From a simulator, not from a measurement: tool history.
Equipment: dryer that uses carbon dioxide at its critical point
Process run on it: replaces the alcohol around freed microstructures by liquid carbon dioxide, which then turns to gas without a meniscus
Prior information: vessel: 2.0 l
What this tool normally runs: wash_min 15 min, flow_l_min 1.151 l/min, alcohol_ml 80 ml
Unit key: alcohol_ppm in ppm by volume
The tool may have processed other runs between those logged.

run,hour,wash_min,flow_l_min,alcohol_ml,alcohol_ppm
1,0.0,15,1.151,80,21
2,9.8,15,1.151,80,20
3,17.1,15,0.860,80,126
4,25.9,15,0.860,80,129
5,36.7,15,1.100,80,28
6,46.2,15,1.100,80,37
7,52.8,15,1.100,32,26
8,59.5,15,1.100,32,27
9,66.9,15,1.270,80,18
10,72.6,15,1.151,117,40
11,77.0,15,1.151,117,46
12,87.9,15,1.151,80,34
13,98.2,15,1.151,80,34
14,107.3,15,1.151,80,30
15,117.0,15,1.151,80,40
16,127.6,15,1.151,80,36
17,134.8,15,1.151,80,33
18,145.0,15,1.151,80,44
19,149.5,15,1.151,80,38
20,159.8,15,1.151,80,47
21,169.2,15,1.151,80,50
# hour 171.0: inlet filter changed
22,178.9,15,1.151,80,38
23,189.4,16,1.151,23,25
24,194.5,16,1.151,23,28
25,202.1,9,1.070,80,443
26,207.7,20,1.030,80,30
27,214.9,20,1.030,92,25
28,223.8,11,0.870,22,150
29,234.4,11,0.870,22,155
30,242.0,11,0.910,22,138
31,247.9,11,0.790,117,1061
32,254.8,13,0.790,117,539
33,264.6,15,1.250,80,35
34,269.9,11,0.720,60,811
35,274.9,11,0.720,60,832
36,284.9,24,0.800,24,31
37,289.9,16,1.700,80,39
38,294.8,22,1.090,80,45
39,299.6,13,1.950,49,43
40,307.4,9,1.190,80,309
41,314.7,15,0.700,55,274
42,324.7,11,1.100,51,145
43,335.5,10,0.790,80,1181

Each row is a separate what-if for the run after 43, all from the same tool condition, not one after another. Results?
A,340.5,10,0.840,80,?
B,340.5,10,1.360,80,?
C,340.5,17,1.151,36,?
D,340.5,15,0.730,80,?
E,340.5,12,0.790,65,?

run,alcohol_ppm
A,952
B,114
C,45
D,326
E,492
Stripped of hidden state, with their random variation kept, the same runs would have yielded:
run,alcohol_ppm
A,759
B,61
C,12
D,228
E,372

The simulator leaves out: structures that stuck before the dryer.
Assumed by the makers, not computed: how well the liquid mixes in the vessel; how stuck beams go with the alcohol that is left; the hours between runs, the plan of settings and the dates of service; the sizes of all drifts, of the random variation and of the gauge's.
